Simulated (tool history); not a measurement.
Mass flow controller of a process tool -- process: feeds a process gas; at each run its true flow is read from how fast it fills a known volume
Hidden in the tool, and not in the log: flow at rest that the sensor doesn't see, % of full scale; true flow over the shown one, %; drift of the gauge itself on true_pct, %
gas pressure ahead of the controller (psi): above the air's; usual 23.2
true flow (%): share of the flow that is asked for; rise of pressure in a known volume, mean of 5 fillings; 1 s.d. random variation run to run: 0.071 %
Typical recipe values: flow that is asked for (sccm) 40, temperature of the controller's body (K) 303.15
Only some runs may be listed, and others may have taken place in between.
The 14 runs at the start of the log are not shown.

run,hour,flow that is asked for (sccm),gas pressure ahead of the controller (psi),temperature of the controller's body (K),hours of work since the controller was set to zero,hours of work since the controller was changed,true flow (%)
15,1123.1,40,32.5,303.15,4486,4486,101.08
16,1221.6,40,32.5,303.15,4563,4563,101.23
17,1327.3,40,23.6,303.15,4647,4647,101.51
18,1422.5,40,20.7,310.15,4722,4722,102.29
19,1474,40,20.7,310.15,4763,4763,102.4
# hour 1546.8: gauge calibrated
20,1584.4,5,28.4,304.15,4850,4850,97.64
21,1670.8,40,23.2,306.15,4918,4918,100.37
22,1732.7,40,23.2,306.15,4967,4967,100.32
23,1806.9,40,23.2,306.15,5026,5026,100.49
24,1884.4,11,23.2,293.15,5087,5087,97.47
25,1985.4,11,26.1,304.15,5167,5167,98.53
26,2052.8,11,26.1,304.15,5220,5220,98.85
27,2105.5,40,36.5,303.15,5262,5262,100.41
28,2173,36,36.7,303.15,5315,5315,100.22
29,2287,36,36.7,305.15,5405,5405,100.61
30,2395.4,13,32.9,303.15,5491,5491,98.84

Predict the results of run 31:
31,2479.8,13,32.9,303.15,5558,5558,?

true flow (%): 99.24
Had the tool carried no hidden state, the very same run would have given true flow (%) 98.16.
